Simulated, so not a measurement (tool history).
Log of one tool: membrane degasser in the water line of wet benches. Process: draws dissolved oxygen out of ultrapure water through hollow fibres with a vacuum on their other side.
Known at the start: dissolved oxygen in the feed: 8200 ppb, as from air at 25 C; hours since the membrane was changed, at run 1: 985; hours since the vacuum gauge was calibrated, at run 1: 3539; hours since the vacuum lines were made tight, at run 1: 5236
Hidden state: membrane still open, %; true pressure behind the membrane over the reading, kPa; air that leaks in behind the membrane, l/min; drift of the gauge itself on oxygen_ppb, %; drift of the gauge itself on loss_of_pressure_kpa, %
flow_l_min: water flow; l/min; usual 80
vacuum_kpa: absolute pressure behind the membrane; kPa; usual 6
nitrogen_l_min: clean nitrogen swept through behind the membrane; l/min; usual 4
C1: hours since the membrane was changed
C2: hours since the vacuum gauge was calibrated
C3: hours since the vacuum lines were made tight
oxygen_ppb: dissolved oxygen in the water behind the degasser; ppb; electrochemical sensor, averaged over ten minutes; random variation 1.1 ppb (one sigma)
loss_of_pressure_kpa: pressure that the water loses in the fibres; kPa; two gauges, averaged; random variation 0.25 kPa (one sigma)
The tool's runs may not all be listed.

Run 1, hour 0: usual settings; C1 985; C2 3539; C3 5236. Result: oxygen_ppb 133.9 ppb, loss_of_pressure_kpa 68.2 kPa.
Run 2, hour 47.5: usual settings; C1 1033; C2 3586; C3 5284. Result: oxygen_ppb 136.6 ppb, loss_of_pressure_kpa 68.08 kPa.
Run 3, hour 81.9: usual settings but vacuum_kpa 4.84 kPa; C1 1067; C2 3621; C3 5318. Result: oxygen_ppb 83.5 ppb, loss_of_pressure_kpa 67.78 kPa.
Run 4, hour 112.2: usual settings but nitrogen_l_min 3.77 l/min; C1 1098; C2 3651; C3 5348. Result: oxygen_ppb 140.3 ppb, loss_of_pressure_kpa 68.17 kPa.
Run 5, hour 164.6: usual settings but nitrogen_l_min 3.77 l/min; C1 1150; C2 3703; C3 5401. Result: oxygen_ppb 141.6 ppb, loss_of_pressure_kpa 68.09 kPa.
Run 6, hour 196.1: usual settings; C1 1182; C2 3735; C3 5432. Result: oxygen_ppb 134.5 ppb, loss_of_pressure_kpa 68.11 kPa.
Run 7, hour 224.7: usual settings but vacuum_kpa 11.52 kPa; C1 1210; C2 3764; C3 5461. Result: oxygen_ppb 368.3 ppb, loss_of_pressure_kpa 68.43 kPa.
Run 8, hour 280.7: usual settings but vacuum_kpa 11.52 kPa; C1 1266; C2 3820; C3 5517. Result: oxygen_ppb 365.8 ppb, loss_of_pressure_kpa 67.99 kPa.
Run 9, hour 335.1: usual settings; C1 1321; C2 3874; C3 5571. Result: oxygen_ppb 134.3 ppb, loss_of_pressure_kpa 67.46 kPa.
Run 10, hour 388.2: usual settings; C1 1374; C2 3927; C3 5624. Result: oxygen_ppb 134.9 ppb, loss_of_pressure_kpa 67.96 kPa.
Run 11, hour 435.4: usual settings; C1 1421; C2 3974; C3 5672. Result: oxygen_ppb 134.5 ppb, loss_of_pressure_kpa 68.47 kPa.
Run 12, hour 463.8: usual settings; C1 1449; C2 4003; C3 5700. Result: oxygen_ppb 135.7 ppb, loss_of_pressure_kpa 68.52 kPa.
Run 13, hour 507.5: usual settings; C1 1493; C2 4046; C3 5744. Result: oxygen_ppb 134.1 ppb, loss_of_pressure_kpa 68.48 kPa.
Run 14, hour 539.1: usual settings but vacuum_kpa 7.9 kPa; C1 1525; C2 4078; C3 5775. Result: oxygen_ppb 216 ppb, loss_of_pressure_kpa 68.1 kPa.
Run 15, hour 575.6: usual settings but nitrogen_l_min 4.14 l/min; C1 1561; C2 4114; C3 5812. Result: oxygen_ppb 132.2 ppb, loss_of_pressure_kpa 68.34 kPa.
Run 16, hour 601.4: usual settings but nitrogen_l_min 4.14 l/min; C1 1587; C2 4140; C3 5838. Result: oxygen_ppb 132.9 ppb, loss_of_pressure_kpa 67.81 kPa.
Run 17, hour 645.4: usual settings but nitrogen_l_min 10.26 l/min; C1 1631; C2 4184; C3 5882. Result: oxygen_ppb 60.2 ppb, loss_of_pressure_kpa 68.02 kPa.
Run 18, hour 676.7: usual settings but flow_l_min 127 l/min; C1 1662; C2 4216; C3 5913. Result: oxygen_ppb 212.1 ppb, loss_of_pressure_kpa 108.33 kPa.

The next listed run, before its measurement:
Run 19, hour 704.9: usual settings but flow_l_min 83 l/min, vacuum_kpa 14.8 kPa, nitrogen_l_min 3.44 l/min; C1 1690; C2 4244; C3 5941. Result: oxygen_ppb ?, loss_of_pressure_kpa ?.

oxygen_ppb: 589.9 ppb
loss_of_pressure_kpa: 70.93 kPa
Without the tool's hidden state the same run would have given oxygen_ppb 580.1 ppb, loss_of_pressure_kpa 69.78 kPa.
